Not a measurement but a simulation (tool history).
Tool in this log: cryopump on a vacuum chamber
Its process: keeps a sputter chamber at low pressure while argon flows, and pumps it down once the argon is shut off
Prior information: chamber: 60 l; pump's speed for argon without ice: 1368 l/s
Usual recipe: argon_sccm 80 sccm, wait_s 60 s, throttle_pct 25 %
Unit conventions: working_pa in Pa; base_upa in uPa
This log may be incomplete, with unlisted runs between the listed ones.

{"run": 1, "day": 0.0, "argon_sccm": 80, "wait_s": 60, "throttle_pct": 25, "working_pa": 0.4037, "base_upa": 1.83}
{"run": 2, "day": 1.375, "argon_sccm": 80, "wait_s": 60, "throttle_pct": 25, "working_pa": 0.4037, "base_upa": 1.89}
{"run": 3, "day": 2.442, "argon_sccm": 80, "wait_s": 38, "throttle_pct": 25, "working_pa": 0.4056, "base_upa": 2.57}
{"run": 4, "day": 3.767, "argon_sccm": 80, "wait_s": 93, "throttle_pct": 25, "working_pa": 0.4071, "base_upa": 1.45}
{"run": 5, "day": 4.558, "argon_sccm": 80, "wait_s": 93, "throttle_pct": 25, "working_pa": 0.4087, "base_upa": 1.53}
{"run": 6, "day": 5.262, "argon_sccm": 80, "wait_s": 120, "throttle_pct": 25, "working_pa": 0.409, "base_upa": 1.31}
{"run": 7, "day": 6.408, "argon_sccm": 80, "wait_s": 120, "throttle_pct": 25, "working_pa": 0.409, "base_upa": 1.33}
{"run": 8, "day": 7.054, "argon_sccm": 80, "wait_s": 60, "throttle_pct": 25, "working_pa": 0.4075, "base_upa": 1.97}
{"run": 9, "day": 8.479, "argon_sccm": 80, "wait_s": 60, "throttle_pct": 25, "working_pa": 0.4119, "base_upa": 1.88}
{"run": 10, "day": 9.929, "argon_sccm": 80, "wait_s": 60, "throttle_pct": 25, "working_pa": 0.4135, "base_upa": 1.99}
{"run": 11, "day": 11.167, "argon_sccm": 61, "wait_s": 60, "throttle_pct": 25, "working_pa": 0.3119, "base_upa": 1.98}
{"run": 12, "day": 12.196, "argon_sccm": 61, "wait_s": 60, "throttle_pct": 25, "working_pa": 0.3133, "base_upa": 1.93}
{"run": 13, "day": 12.942, "argon_sccm": 61, "wait_s": 60, "throttle_pct": 25, "working_pa": 0.3144, "base_upa": 1.96}
{"run": 14, "day": 13.962, "argon_sccm": 61, "wait_s": 60, "throttle_pct": 25, "working_pa": 0.316, "base_upa": 2.06}
{"run": 15, "day": 15.433, "argon_sccm": 61, "wait_s": 60, "throttle_pct": 16, "working_pa": 0.4834, "base_upa": 2.01}
{"run": 16, "day": 16.271, "argon_sccm": 82, "wait_s": 119, "throttle_pct": 22, "working_pa": 0.4806, "base_upa": 1.4}
{"day": 16.675, "done": "pump warmed up, emptied and cooled again"}
{"run": 17, "day": 17.308, "argon_sccm": 82, "wait_s": 119, "throttle_pct": 22, "working_pa": 0.4608, "base_upa": 1.28}
{"run": 18, "day": 17.958, "argon_sccm": 48, "wait_s": 150, "throttle_pct": 48, "working_pa": 0.125, "base_upa": 1.17}
{"run": 19, "day": 19.258, "argon_sccm": 48, "wait_s": 150, "throttle_pct": 48, "working_pa": 0.1253, "base_upa": 1.22}
{"run": 20, "day": 20.354, "argon_sccm": 146, "wait_s": 74, "throttle_pct": 48, "working_pa": 0.3818, "base_upa": 1.68}
{"run": 21, "day": 21.617, "argon_sccm": 69, "wait_s": 294, "throttle_pct": 16, "working_pa": 0.54, "base_upa": 0.99}
{"run": 22, "day": 22.888, "argon_sccm": 40, "wait_s": 88, "throttle_pct": 41, "working_pa": 0.1209, "base_upa": 1.58}
{"run": 23, "day": 23.7, "argon_sccm": 40, "wait_s": 88, "throttle_pct": 41, "working_pa": 0.122, "base_upa": 1.59}
{"run": 24, "day": 25.083, "argon_sccm": 40, "wait_s": 88, "throttle_pct": 41, "working_pa": 0.1231, "base_upa": 1.61}
{"run": 25, "day": 26.192, "argon_sccm": 40, "wait_s": 88, "throttle_pct": 41, "working_pa": 0.1233, "base_upa": 1.58}
{"run": 26, "day": 27.746, "argon_sccm": 115, "wait_s": 60, "throttle_pct": 27, "working_pa": 0.5378, "base_upa": 1.97}

Alternative continuations, all from the tool just after run 26; predict every row:
{"run": "A", "day": 28.512, "argon_sccm": 118, "wait_s": 60, "throttle_pct": 34, "working_pa": "?", "base_upa": "?"}
{"run": "B", "day": 28.512, "argon_sccm": 80, "wait_s": 74, "throttle_pct": 25, "working_pa": "?", "base_upa": "?"}
{"run": "C", "day": 28.512, "argon_sccm": 97, "wait_s": 114, "throttle_pct": 27, "working_pa": "?", "base_upa": "?"}
{"run": "D", "day": 28.512, "argon_sccm": 80, "wait_s": 60, "throttle_pct": 45, "working_pa": "?", "base_upa": "?"}

run=A working_pa=0.4394 base_upa=2
run=B working_pa=0.4044 base_upa=1.75
run=C working_pa=0.4538 base_upa=1.41
run=D working_pa=0.2259 base_upa=1.97
What these runs would have given with no unlogged condition in the tool:
run=A working_pa=0.4285 base_upa=1.39
run=B working_pa=0.397 base_upa=1.14
run=C working_pa=0.4448 base_upa=0.81
run=D working_pa=0.2186 base_upa=1.37
